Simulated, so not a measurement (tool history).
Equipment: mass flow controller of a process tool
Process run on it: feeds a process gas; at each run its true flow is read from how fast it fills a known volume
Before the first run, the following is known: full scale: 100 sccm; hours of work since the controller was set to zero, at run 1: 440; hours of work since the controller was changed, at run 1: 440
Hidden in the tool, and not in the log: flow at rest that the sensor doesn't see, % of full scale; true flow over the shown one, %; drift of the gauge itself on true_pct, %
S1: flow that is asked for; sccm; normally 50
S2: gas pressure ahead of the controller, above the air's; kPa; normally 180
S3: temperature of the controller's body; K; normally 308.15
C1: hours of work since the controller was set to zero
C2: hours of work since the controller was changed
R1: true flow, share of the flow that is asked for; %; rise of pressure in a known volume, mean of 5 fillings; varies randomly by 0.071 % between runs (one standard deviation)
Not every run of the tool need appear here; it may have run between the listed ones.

run    hour  S1   S2      S3   C1    C2      R1
  1     0.0  50  180  308.15  440   440  100.58
  2    79.5  50  172  308.15  468   468  100.47
  3   118.2  50  172  308.15  481   481  100.58
  4   174.5  50  172  308.15  501   501  100.49
  5   231.2  50  185  308.15  520   520  100.45
  6   270.8  50  185  307.15  534   534  100.35
  7   336.9  50  180  308.15  557   557  100.48
  8   380.9  50  180  308.15  573   573  100.55
  9   418.4  50  180  299.15  586   586   99.93
 10   498.3  50  180  299.15  613   613   99.90
 11   537.6  50  180  308.15  627   627  100.60
 12   618.3  50  180  304.15  655   655  100.33
 13   692.4  50  180  304.15  681   681  100.19
 14   773.5  50  180  304.15  709   709  100.30
 15   851.0  50  180  304.15  736   736  100.43
 16   920.2  50  180  304.15  760   760  100.32
 17   954.3  50  180  304.15  772   772  100.29
 18   997.8  96  165  310.15  787   787  100.83
 19  1074.9  96  196  310.15  814   814  101.00
     1082.3  -- controller's zero set anew
 20  1149.7  13  160  299.15   23   840  101.79
 21  1199.7  13  160  299.15   41   857  102.05
     1238.0  -- controller's zero set anew, once more
 22  1270.5  75  190  299.15   11   882   99.92
 23  1345.8  15  251  302.15   38   908   99.87
 24  1426.0  25  180  309.15   65   936  100.22
 25  1465.2  55  280  303.15   79   950  100.12
 26  1507.7  86  280  308.15   94   965  100.72
 27  1585.8  86  278  293.15  121   992   99.75
 28  1627.9  50  236  304.15  136  1006  100.10
 29  1709.3  47  205  302.15  164  1035   99.95
 30  1771.5  47  205  302.15  186  1056   99.93
 31  1828.6  33  161  308.15  206  1076  100.20
 32  1887.6  33  161  308.15  226  1097  100.10
 33  1922.1  33  161  308.15  238  1109  100.14
 34  1962.9  15  180  307.15  252  1123  100.33

How the hidden state differs across the entries between the runs, from the last listed run before each to the first after it:
Logged between run 19 and run 20: controller's zero set anew (hour 1082.3)
  flow at rest that the sensor doesn't see, % of full scale: 0.221 -> 0.362
  what was measured, less what the result would be without the hidden state, R1: +0.22 -> +2.77 %
Logged between run 21 and run 22: controller's zero set anew, once more (hour 1238.0)
  flow at rest that the sensor doesn't see, % of full scale: 0.365 -> 0.037; true flow over the shown one, %: -0.01 -> -0.02
  what was measured, less what the result would be without the hidden state, R1: +2.79 -> +0.03 %
